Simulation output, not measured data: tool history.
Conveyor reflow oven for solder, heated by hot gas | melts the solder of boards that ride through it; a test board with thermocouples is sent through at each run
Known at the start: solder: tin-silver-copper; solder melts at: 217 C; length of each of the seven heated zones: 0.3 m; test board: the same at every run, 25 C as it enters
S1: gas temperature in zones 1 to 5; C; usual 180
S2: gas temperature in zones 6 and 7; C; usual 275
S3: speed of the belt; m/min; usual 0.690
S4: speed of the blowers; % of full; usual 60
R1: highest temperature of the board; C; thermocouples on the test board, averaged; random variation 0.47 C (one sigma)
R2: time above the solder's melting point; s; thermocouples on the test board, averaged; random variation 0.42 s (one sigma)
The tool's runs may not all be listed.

run	day	S1	S2	S3	S4	R1	R2
1	0.000	180	275	0.690	60	254.3	40.8
2	0.833	180	275	0.690	60	254.2	40.6
3	1.638	180	275	0.690	60	254.2	40.7
4	2.471	180	275	0.690	60	254.2	41.5
5	3.029	180	275	0.690	60	254.7	40.9
6	3.558	180	275	0.690	60	254.1	40.7
7	4.454	180	275	0.690	60	254.7	41.0
8	5.338	165	275	0.690	60	251.0	35.5
9	6.342	183	275	0.690	60	254.8	42.6
10	7.133	183	275	0.690	60	254.7	41.9
11	8.017	180	275	0.690	60	254.2	40.9
12	8.750	180	275	0.690	60	254.7	40.6
13	9.496	180	275	0.690	60	254.0	41.6
14	10.150	180	275	0.690	60	254.5	40.4
# day 11.200: thermocouples of zones 6 and 7 changed
15	11.200	180	275	0.690	60	254.3	41.0
16	12.262	180	275	0.690	60	254.0	40.8
17	12.783	180	275	0.690	60	254.2	40.6
18	13.567	181	274	0.791	74	251.7	35.1
19	14.296	168	274	0.793	77	249.4	29.8
20	15.404	189	272	0.588	56	259.0	53.2
21	16.183	189	272	0.588	56	258.2	54.0
22	16.679	171	275	0.611	60	256.9	44.9
23	17.417	171	275	0.665	60	255.0	40.0
24	18.325	185	270	0.576	82	259.2	54.6
25	19.021	185	270	0.576	58	256.9	51.6
26	19.938	185	270	0.576	58	256.2	52.3
27	21.000	180	275	0.555	57	261.1	54.9
28	21.558	180	275	0.555	57	261.8	55.5
29	22.429	183	274	0.690	60	255.0	41.9
30	23.279	176	277	0.690	60	255.1	40.2

4 ways to go on from here, each from the tool as it stands after run 30. What would each give?
A	24.362	192	284	0.709	60	?	?
B	24.362	176	274	0.690	60	?	?
C	24.362	176	277	0.691	60	?	?
D	24.362	179	275	0.705	62	?	?

run	R1	R2
A	263.3	47.0
B	253.7	38.8
C	255.0	40.3
D	255.1	38.8
Without the tool's hidden state the same runs would have given:
run	R1	R2
A	263.5	47.0
B	253.8	38.9
C	255.2	40.4
D	255.2	38.9
